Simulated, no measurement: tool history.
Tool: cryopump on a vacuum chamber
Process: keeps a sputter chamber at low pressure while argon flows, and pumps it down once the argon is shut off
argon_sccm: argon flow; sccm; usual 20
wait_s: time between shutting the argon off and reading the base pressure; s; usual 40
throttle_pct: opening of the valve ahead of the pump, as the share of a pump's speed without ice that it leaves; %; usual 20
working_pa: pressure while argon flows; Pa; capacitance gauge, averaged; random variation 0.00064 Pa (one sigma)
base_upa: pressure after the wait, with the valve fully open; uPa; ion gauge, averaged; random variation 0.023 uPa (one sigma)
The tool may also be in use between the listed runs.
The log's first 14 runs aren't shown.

| run | hour | argon_sccm | wait_s | throttle_pct | hours of work since the pump was warmed up and emptied | hours of work since the cold head was overhauled | hours of work since the chamber's fittings were tightened | working_pa | base_upa |
|---|---|---|---|---|---|---|---|---|---|
| 15 | 571.9 | 20 | 40 | 20 | 304 | 304 | 304 | 0.107 | 1.13 |
| 16 | 616.2 | 32 | 40 | 20 | 326 | 326 | 326 | 0.172 | 1.18 |
| 17 | 673 | 32 | 40 | 20 | 353 | 353 | 353 | 0.1707 | 1.23 |
| 18 | 698.6 | 31 | 40 | 40 | 366 | 366 | 366 | 0.0881 | 1.25 |
| 19 | 723.8 | 31 | 40 | 40 | 378 | 378 | 378 | 0.0897 | 1.24 |
| 20 | 751.6 | 20 | 58 | 41 | 392 | 392 | 392 | 0.0576 | 1.08 |
| 21 | 777.4 | 20 | 126 | 25 | 404 | 404 | 404 | 0.0881 | 0.82 |
| 22 | 817.4 | 16 | 53 | 41 | 424 | 424 | 424 | 0.0455 | 1.15 |
| 23 | 865.2 | 16 | 53 | 41 | 447 | 447 | 447 | 0.0461 | 1.2 |
| 24 | 923.3 | 16 | 53 | 41 | 475 | 475 | 475 | 0.0463 | 1.24 |
| 25 | 951.7 | 18 | 28 | 46 | 489 | 489 | 489 | 0.0478 | 1.67 |
| 26 | 976.2 | 38 | 33 | 19 | 501 | 501 | 501 | 0.2213 | 1.56 |
|  | 990.5 | pump warmed up, emptied and cooled again |
| 27 | 1031.7 | 38 | 33 | 19 | 20 | 525 | 525 | 0.205 | 1.31 |
| 28 | 1075.6 | 12 | 277 | 17 | 41 | 546 | 546 | 0.0721 | 0.69 |
| 29 | 1125 | 38 | 43 | 19 | 65 | 570 | 570 | 0.2069 | 1.18 |
| 30 | 1183.6 | 38 | 43 | 19 | 94 | 599 | 599 | 0.2058 | 1.2 |
| 31 | 1235.9 | 17 | 40 | 54 | 119 | 624 | 624 | 0.034 | 1.36 |
| 32 | 1261.1 | 17 | 40 | 54 | 131 | 636 | 636 | 0.0343 | 1.29 |
| 33 | 1285.4 | 9 | 30 | 20 | 143 | 648 | 648 | 0.0477 | 1.59 |
| 34 | 1324.5 | 19 | 26 | 25 | 162 | 667 | 667 | 0.081 | 1.74 |

Forecast each of these 4 alternatives for the next run:
| A | 1355.6 | 20 | 249 | 17 | 177 | 682 | 682 | ? | ? |
| B | 1355.6 | 14 | 30 | 25 | 177 | 682 | 682 | ? | ? |
| C | 1355.6 | 19 | 62 | 25 | 177 | 682 | 682 | ? | ? |
| D | 1355.6 | 20 | 40 | 46 | 177 | 682 | 682 | ? | ? |

| run | working_pa | base_upa |
|---|---|---|
| A | 0.1219 | 0.85 |
| B | 0.0601 | 1.58 |
| C | 0.0798 | 1.18 |
| D | 0.0464 | 1.38 |
Without the tool's hidden state the same runs would have given:
| run | working_pa | base_upa |
|---|---|---|
| A | 0.1191 | 0.26 |
| B | 0.0582 | 1 |
| C | 0.0772 | 0.59 |
| D | 0.0437 | 0.8 |
